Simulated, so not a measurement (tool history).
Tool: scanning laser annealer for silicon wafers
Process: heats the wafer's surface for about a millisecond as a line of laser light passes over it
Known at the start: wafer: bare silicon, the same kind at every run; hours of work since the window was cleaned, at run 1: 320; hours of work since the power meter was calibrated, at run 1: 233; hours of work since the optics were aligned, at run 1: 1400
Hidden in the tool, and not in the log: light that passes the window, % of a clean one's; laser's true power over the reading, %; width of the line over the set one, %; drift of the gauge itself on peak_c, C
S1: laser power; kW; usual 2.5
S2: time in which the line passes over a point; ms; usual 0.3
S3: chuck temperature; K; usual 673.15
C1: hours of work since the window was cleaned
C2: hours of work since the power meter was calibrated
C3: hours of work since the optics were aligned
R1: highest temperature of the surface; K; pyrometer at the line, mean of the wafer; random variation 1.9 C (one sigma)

run,hour,S1,S2,S3,C1,C2,C3,R1
1,0,2.5,0.3,673.15,320,233,1400,1400.15
2,6.5,2.342,0.3,673.15,324,238,1404,1354.15
3,12.5,2.342,0.3,673.15,328,241,1408,1354.15
4,16.5,2.5,0.3,673.15,330,244,1410,1394.15
5,20.4,2.664,0.3,673.15,333,246,1413,1444.15
6,28.8,2.5,0.3,673.15,338,252,1418,1399.15
7,37.2,2.5,0.3,673.15,344,257,1424,1398.15
8,45.6,2.5,0.3,673.15,349,263,1429,1394.15
9,53,2.5,0.3,673.15,354,268,1434,1396.15
10,60.2,2.5,0.3,706.15,359,272,1439,1426.15
# hour 65.6: optics aligned, line set to its width
11,73.2,2.5,0.313,680.15,364,277,5,1414.15
12,79.8,2.747,0.364,654.15,368,282,9,1512.15
13,88.6,2.284,0.326,652.15,374,287,15,1340.15
14,96.2,2.439,0.327,701.15,379,292,20,1429.15
# hour 99.5: window over the wafer cleaned
15,102.4,2.518,0.28,701.15,2,295,23,1429.15
16,109.3,2.518,0.28,701.15,6,299,27,1427.15
# hour 116.5: optics aligned, line set to its width, once more
17,123,2.399,0.28,664.15,12,305,4,1366.15
18,130.6,2.399,0.243,664.15,17,310,9,1324.15
19,136.5,2.255,0.223,673.15,21,314,13,1268.15
20,145.6,2.304,0.347,696.15,27,320,19,1438.15

How the hidden state differs across the entries between the runs, from the last listed run before each to the first after it:
Between runs 10 and 11: optics aligned, line set to its width (hour 65.6)
  light that passes the window, % of a clean one's: 96.65 -> 96.61; width of the line over the set one, %: 2.18 -> 2.5
  measured less the result without the state, R1: -34 -> -37 K
Between runs 14 and 15: window over the wafer cleaned (hour 99.5)
  light that passes the window, % of a clean one's: 96.46 -> 99.92
  measured less the result without the state, R1: -37 -> -11 K
Between runs 16 and 17: optics aligned, line set to its width, once more (hour 116.5)
  light that passes the window, % of a clean one's: 99.88 -> 99.83; laser's true power over the reading, %: -0.19 -> -0.2; width of the line over the set one, %: 2.54 -> 0.06
  measured less the result without the state, R1: -12 -> -3 K

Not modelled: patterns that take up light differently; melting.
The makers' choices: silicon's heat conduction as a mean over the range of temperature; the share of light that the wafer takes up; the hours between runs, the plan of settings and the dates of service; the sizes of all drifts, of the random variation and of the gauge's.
